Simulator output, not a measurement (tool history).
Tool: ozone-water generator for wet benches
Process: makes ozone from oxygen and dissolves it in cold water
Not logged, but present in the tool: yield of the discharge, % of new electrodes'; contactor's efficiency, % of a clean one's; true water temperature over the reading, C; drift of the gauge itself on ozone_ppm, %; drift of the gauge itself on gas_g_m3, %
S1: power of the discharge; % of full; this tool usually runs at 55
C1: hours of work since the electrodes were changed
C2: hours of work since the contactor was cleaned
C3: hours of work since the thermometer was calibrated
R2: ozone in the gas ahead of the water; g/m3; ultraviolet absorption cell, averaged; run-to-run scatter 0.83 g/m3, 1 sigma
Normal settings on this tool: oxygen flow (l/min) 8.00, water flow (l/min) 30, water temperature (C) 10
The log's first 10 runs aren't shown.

run 11 hour=466.7 | S1=55 oxygen_flow_(l/min)=8.00 water_flow_(l/min)=30 water_temperature_(C)=10 | C1=1988 C2=5116 C3=278 | dissolved_ozone_(ppm)=12.8 R2=128.2
run 12 hour=518.1 | S1=55 oxygen_flow_(l/min)=8.00 water_flow_(l/min)=30 water_temperature_(C)=10 | C1=2037 C2=5165 C3=328 | dissolved_ozone_(ppm)=12.7 R2=131.2
run 13 hour=551.8 | S1=55 oxygen_flow_(l/min)=8.00 water_flow_(l/min)=30 water_temperature_(C)=10 | C1=2070 C2=5198 C3=361 | dissolved_ozone_(ppm)=12.6 R2=130.1
run 14 hour=608.5 | S1=55 oxygen_flow_(l/min)=8.00 water_flow_(l/min)=30 water_temperature_(C)=10 | C1=2125 C2=5253 C3=416 | dissolved_ozone_(ppm)=12.6 R2=130.1
run 15 hour=645.5 | S1=55 oxygen_flow_(l/min)=8.00 water_flow_(l/min)=30 water_temperature_(C)=10 | C1=2161 C2=5289 C3=452 | dissolved_ozone_(ppm)=12.7 R2=130.5
run 16 hour=701.0 | S1=55 oxygen_flow_(l/min)=8.00 water_flow_(l/min)=30 water_temperature_(C)=10 | C1=2215 C2=5343 C3=505 | dissolved_ozone_(ppm)=12.6 R2=129.8
run 17 hour=745.1 | S1=55 oxygen_flow_(l/min)=8.00 water_flow_(l/min)=20 water_temperature_(C)=10 | C1=2257 C2=5385 C3=548 | dissolved_ozone_(ppm)=17.1 R2=131.1
run 18 hour=785.3 | S1=80 oxygen_flow_(l/min)=7.62 water_flow_(l/min)=21 water_temperature_(C)=9 | C1=2296 C2=5424 C3=587 | dissolved_ozone_(ppm)=23.7 R2=191.0
run 19 hour=822.3 | S1=40 oxygen_flow_(l/min)=5.31 water_flow_(l/min)=38 water_temperature_(C)=13 | C1=2332 C2=5460 C3=623 | dissolved_ozone_(ppm)=7.3 R2=126.2
run 20 hour=878.9 | S1=71 oxygen_flow_(l/min)=11.69 water_flow_(l/min)=30 water_temperature_(C)=10 | C1=2387 C2=5515 C3=678 | dissolved_ozone_(ppm)=15.5 R2=129.5
run 21 hour=908.4 | S1=78 oxygen_flow_(l/min)=11.03 water_flow_(l/min)=30 water_temperature_(C)=13 | C1=2416 C2=5544 C3=706 | dissolved_ozone_(ppm)=16.1 R2=146.3
run 22 hour=964.8 | S1=55 oxygen_flow_(l/min)=8.13 water_flow_(l/min)=25 water_temperature_(C)=6 | C1=2470 C2=5598 C3=761 | dissolved_ozone_(ppm)=15.3 R2=128.9
run 23 hour=1008.5 | S1=55 oxygen_flow_(l/min)=8.13 water_flow_(l/min)=25 water_temperature_(C)=6 | C1=2513 C2=5641 C3=803 | dissolved_ozone_(ppm)=15.2 R2=127.9
run 24 hour=1068.8 | S1=57 oxygen_flow_(l/min)=9.78 water_flow_(l/min)=45 water_temperature_(C)=10 | C1=2571 C2=5699 C3=862 | dissolved_ozone_(ppm)=9.2 R2=117.2
run 25 hour=1098.8 | S1=57 oxygen_flow_(l/min)=9.78 water_flow_(l/min)=45 water_temperature_(C)=10 | C1=2600 C2=5728 C3=891 | dissolved_ozone_(ppm)=9.1 R2=119.5
run 26 hour=1152.5 | S1=57 oxygen_flow_(l/min)=9.78 water_flow_(l/min)=45 water_temperature_(C)=10 | C1=2652 C2=5780 C3=943 | dissolved_ozone_(ppm)=9.1 R2=118.4
run 27 hour=1194.5 | S1=57 oxygen_flow_(l/min)=9.78 water_flow_(l/min)=45 water_temperature_(C)=10 | C1=2693 C2=5821 C3=984 | dissolved_ozone_(ppm)=9.3 R2=118.7
run 28 hour=1236.2 | S1=50 oxygen_flow_(l/min)=5.45 water_flow_(l/min)=31 water_temperature_(C)=10 | C1=2733 C2=5861 C3=1024 | dissolved_ozone_(ppm)=10.8 R2=150.6
run 29 hour=1288.3 | S1=63 oxygen_flow_(l/min)=5.45 water_flow_(l/min)=31 water_temperature_(C)=10 | C1=2784 C2=5912 C3=1075 | dissolved_ozone_(ppm)=13.4 R2=184.5
run 30 hour=1315.4 | S1=63 oxygen_flow_(l/min)=5.45 water_flow_(l/min)=31 water_temperature_(C)=10 | C1=2810 C2=5938 C3=1101 | dissolved_ozone_(ppm)=13.5 R2=187.5
run 31 hour=1362.7 | S1=55 oxygen_flow_(l/min)=8.00 water_flow_(l/min)=20 water_temperature_(C)=10 | C1=2856 C2=5984 C3=1147 | dissolved_ozone_(ppm)=16.7 R2=128.6
run 32 hour=1423.3 | S1=46 oxygen_flow_(l/min)=8.00 water_flow_(l/min)=30 water_temperature_(C)=10 | C1=2915 C2=6043 C3=1206 | dissolved_ozone_(ppm)=10.5 R2=111.9
run 33 hour=1471.9 | S1=55 oxygen_flow_(l/min)=8.00 water_flow_(l/min)=30 water_temperature_(C)=9 | C1=2962 C2=6090 C3=1253 | dissolved_ozone_(ppm)=12.6 R2=129.3
run 34 hour=1498.9 | S1=55 oxygen_flow_(l/min)=6.93 water_flow_(l/min)=31 water_temperature_(C)=10 | C1=2988 C2=6116 C3=1279 | dissolved_ozone_(ppm)=12.1 R2=141.1

Predict each of these 3 candidate next runs independently; none follows another, all start after run 34:
run A hour=1527.8 | S1=78 oxygen_flow_(l/min)=8.00 water_flow_(l/min)=30 water_temperature_(C)=11 | C1=3016 C2=6144 C3=1307 | dissolved_ozone_(ppm)=? R2=?
run B hour=1527.8 | S1=50 oxygen_flow_(l/min)=6.93 water_flow_(l/min)=21 water_temperature_(C)=10 | C1=3016 C2=6144 C3=1307 | dissolved_ozone_(ppm)=? R2=?
run C hour=1527.8 | S1=55 oxygen_flow_(l/min)=6.93 water_flow_(l/min)=21 water_temperature_(C)=10 | C1=3016 C2=6144 C3=1307 | dissolved_ozone_(ppm)=? R2=?

run=A dissolved_ozone_(ppm)=16.5 R2=176.0
run=B dissolved_ozone_(ppm)=15.0 R2=130.4
run=C dissolved_ozone_(ppm)=16.4 R2=141.9
The same runs, with their run-to-run variation unchanged, on a tool lacking any hidden condition would have given:
run=A dissolved_ozone_(ppm)=18.5 R2=182.9
run=B dissolved_ozone_(ppm)=16.5 R2=133.6
run=C dissolved_ozone_(ppm)=18.1 R2=145.8

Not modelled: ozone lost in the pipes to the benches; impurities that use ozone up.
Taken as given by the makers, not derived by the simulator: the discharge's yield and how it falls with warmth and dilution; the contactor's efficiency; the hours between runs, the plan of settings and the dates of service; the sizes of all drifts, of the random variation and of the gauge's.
